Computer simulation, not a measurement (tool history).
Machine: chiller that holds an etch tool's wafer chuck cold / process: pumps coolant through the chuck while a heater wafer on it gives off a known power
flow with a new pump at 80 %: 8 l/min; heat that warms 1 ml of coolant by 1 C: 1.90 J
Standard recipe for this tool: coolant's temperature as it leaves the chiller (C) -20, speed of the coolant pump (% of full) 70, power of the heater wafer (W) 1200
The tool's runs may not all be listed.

run      day  coolant's temperature as it leaves the chiller (C)  speed of the coolant pump (% of full)  power of the heater wafer (W)  chuck's temperature once it has settled (C)  how much warmer the coolant comes back (C)
  1    0.000                                                 -20                                     70                           1200                                        -10.4                                        6.00
  2    5.333                                                 -20                                     70                           1200                                        -10.3                                        6.05
  3   11.121                                                 -20                                     70                           1200                                         -9.1                                        6.02
  4   17.883                                                 -20                                     70                           1200                                         -8.8                                        6.06
  5   24.842                                                 -20                                     70                           1327                                         -7.6                                        6.65
  6   32.388                                                 -20                                     70                           1327                                         -7.5                                        6.75
  7   36.375                                                 -20                                     70                           1200                                         -8.9                                        6.11
  8   41.375                                                 -20                                     70                           1200                                         -8.4                                        6.16
  9   49.767                                                 -20                                     70                           1200                                         -8.5                                        6.19
 10   57.575                                                 -20                                     70                           1200                                         -8.5                                        6.21
 11   61.400                                                 -20                                     70                           1200                                         -8.1                                        6.24
 12   65.921                                                 -18                                     70                           1200                                         -6.1                                        6.19
 13   73.021                                                 -20                                     70                           1200                                         -8.3                                        6.21
 14   79.896                                                 -28                                     70                           1200                                        -18.3                                        6.32
 15   85.604                                                 -28                                     70                           1200                                        -17.9                                        6.34
 16   89.917                                                 -28                                     70                           1200                                        -18.0                                        6.30
 17   96.275                                                 -29                                     98                           1200                                        -20.9                                        4.36
 18  103.042                                                 -29                                     98                           1200                                        -21.0                                        4.35
 19  109.258                                                 -29                                     98                           1200                                        -21.1                                        4.39
 20  114.925                                                 -28                                     83                           1200                                        -19.0                                        5.41
 21  123.171                                                 -28                                     83                           1200                                        -18.8                                        5.31
 22  126.625                                                 -24                                     60                            702                                        -17.5                                        4.56
 23  132.588                                                 -14                                     60                            605                                         -8.5                                        3.95
 24  140.846                                                 -13                                     76                            683                                         -7.6                                        3.44
 25  146.246                                                 -26                                     70                           1200                                        -15.3                                        6.64
 26  153.638                                                 -26                                     70                           1200                                        -15.2                                        6.63
 27  162.121                                                 -26                                     70                           1200                                        -15.3                                        6.69
 28  168.967                                                 -29                                     94                           1200                                        -21.2                                        3.93
 29  174.450                                                 -12                                     70                           1223                                         -2.3                                        5.64
 30  181.804                                                 -26                                     82                           1380                                        -16.0                                        5.34
 31  186.467                                                 -26                                     82                           1380                                        -16.0                                        5.36
 32  191.354                                                 -22                                     96                           1183                                        -14.6                                        3.86

Missing from the log above: 3 entries noted between runs. For each, name the pair of listed runs it sits between and say how the tool's hidden condition differs from the listed run just before to the listed run just after:
Between runs 2 and 3: chiller's thermometer calibrated (day 11.121)
  heat passed by the chuck's channels, % of clean ones': 87.6 -> 86.8; flow at a given pump speed, % of a new pump's: 92.2 -> 91.8; coolant's true temperature over the reading, C: -1.27 -> 0
  what was measured, less what the result would be without the hidden state, chuck's temperature once it has settled (C): +0.1 -> +1.5; how much warmer the coolant comes back (C): +0.47 -> +0.49
Between runs 13 and 14: coolant changed, channels flushed (day 78.333)
  heat passed by the chuck's channels, % of clean ones': 77.6 -> 99.7; flow at a given pump speed, % of a new pump's: 88.1 -> 87.7; coolant's true temperature over the reading, C: -0.41 -> -0.45
  what was measured, less what the result would be without the hidden state, chuck's temperature once it has settled (C): +2.3 -> +0.4; how much warmer the coolant comes back (C): +0.75 -> +0.78
Between runs 27 and 28: coolant pump overhauled (day 168.271)
  heat passed by the chuck's channels, % of clean ones': 87.2 -> 86.2; flow at a given pump speed, % of a new pump's: 82.7 -> 100.4; coolant's true temperature over the reading, C: -1 -> -1.05
  what was measured, less what the result would be without the hidden state, chuck's temperature once it has settled (C): +1.2 -> -0.2; how much warmer the coolant comes back (C): +1.16 -> -0.01

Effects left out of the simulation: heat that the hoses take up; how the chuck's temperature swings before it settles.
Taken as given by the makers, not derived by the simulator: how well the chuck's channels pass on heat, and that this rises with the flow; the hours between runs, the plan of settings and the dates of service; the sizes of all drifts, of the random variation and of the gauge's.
